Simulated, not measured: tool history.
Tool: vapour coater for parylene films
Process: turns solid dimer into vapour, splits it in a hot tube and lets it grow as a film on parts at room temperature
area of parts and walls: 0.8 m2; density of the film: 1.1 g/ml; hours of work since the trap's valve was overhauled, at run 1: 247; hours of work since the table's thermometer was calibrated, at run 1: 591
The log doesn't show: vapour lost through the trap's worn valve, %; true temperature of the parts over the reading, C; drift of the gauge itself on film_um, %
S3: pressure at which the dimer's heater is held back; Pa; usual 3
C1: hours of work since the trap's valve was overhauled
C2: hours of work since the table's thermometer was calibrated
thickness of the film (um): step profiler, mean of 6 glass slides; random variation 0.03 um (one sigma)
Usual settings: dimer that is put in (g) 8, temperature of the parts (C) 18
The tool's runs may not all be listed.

run 1 hour=0 | dimer_that_is_put_in_(g)=8 temperature_of_the_parts_(C)=18 S3=3 | C1=247 C2=591 | thickness_of_the_film_(um)=5.81
run 2 hour=27.9 | dimer_that_is_put_in_(g)=12 temperature_of_the_parts_(C)=18 S3=3 | C1=266 C2=611 | thickness_of_the_film_(um)=8.68
run 3 hour=51.4 | dimer_that_is_put_in_(g)=8 temperature_of_the_parts_(C)=18 S3=3 | C1=283 C2=627 | thickness_of_the_film_(um)=5.84
run 4 hour=94.1 | dimer_that_is_put_in_(g)=8 temperature_of_the_parts_(C)=18 S3=3 | C1=313 C2=658 | thickness_of_the_film_(um)=5.8
run 5 hour=125.2 | dimer_that_is_put_in_(g)=8 temperature_of_the_parts_(C)=12 S3=3 | C1=335 C2=680 | thickness_of_the_film_(um)=6.99
run 6 hour=162.5 | dimer_that_is_put_in_(g)=8 temperature_of_the_parts_(C)=18 S3=3 | C1=362 C2=706 | thickness_of_the_film_(um)=5.85
run 7 hour=185.9 | dimer_that_is_put_in_(g)=5 temperature_of_the_parts_(C)=10 S3=10.37 | C1=378 C2=723 | thickness_of_the_film_(um)=3.95
run 8 hour=213.7 | dimer_that_is_put_in_(g)=4 temperature_of_the_parts_(C)=24 S3=3 | C1=398 C2=742 | thickness_of_the_film_(um)=2.45
run 9 hour=247.6 | dimer_that_is_put_in_(g)=4 temperature_of_the_parts_(C)=24 S3=3 | C1=422 C2=767 | thickness_of_the_film_(um)=2.43
-- hour=262.1 trap's valve overhauled
run 10 hour=281.1 | dimer_that_is_put_in_(g)=8 temperature_of_the_parts_(C)=18 S3=5.66 | C1=13 C2=787 | thickness_of_the_film_(um)=5.38
run 11 hour=323.3 | dimer_that_is_put_in_(g)=4 temperature_of_the_parts_(C)=12 S3=10.46 | C1=43 C2=817 | thickness_of_the_film_(um)=2.96

Forecast each of these 4 alternatives for the next run:
run A hour=344.1 | dimer_that_is_put_in_(g)=8 temperature_of_the_parts_(C)=18 S3=10.71 | C1=58 C2=832 | thickness_of_the_film_(um)=?
run B hour=344.1 | dimer_that_is_put_in_(g)=10 temperature_of_the_parts_(C)=25 S3=3 | C1=58 C2=832 | thickness_of_the_film_(um)=?
run C hour=344.1 | dimer_that_is_put_in_(g)=8 temperature_of_the_parts_(C)=11 S3=2.46 | C1=58 C2=832 | thickness_of_the_film_(um)=?
run D hour=344.1 | dimer_that_is_put_in_(g)=4 temperature_of_the_parts_(C)=18 S3=3 | C1=58 C2=832 | thickness_of_the_film_(um)=?

run=A thickness_of_the_film_(um)=4.91
run=B thickness_of_the_film_(um)=5.92
run=C thickness_of_the_film_(um)=7.45
run=D thickness_of_the_film_(um)=2.96
Without the tool's hidden state the same runs would have given:
run=A thickness_of_the_film_(um)=4.91
run=B thickness_of_the_film_(um)=5.92
run=C thickness_of_the_film_(um)=7.44
run=D thickness_of_the_film_(um)=2.95
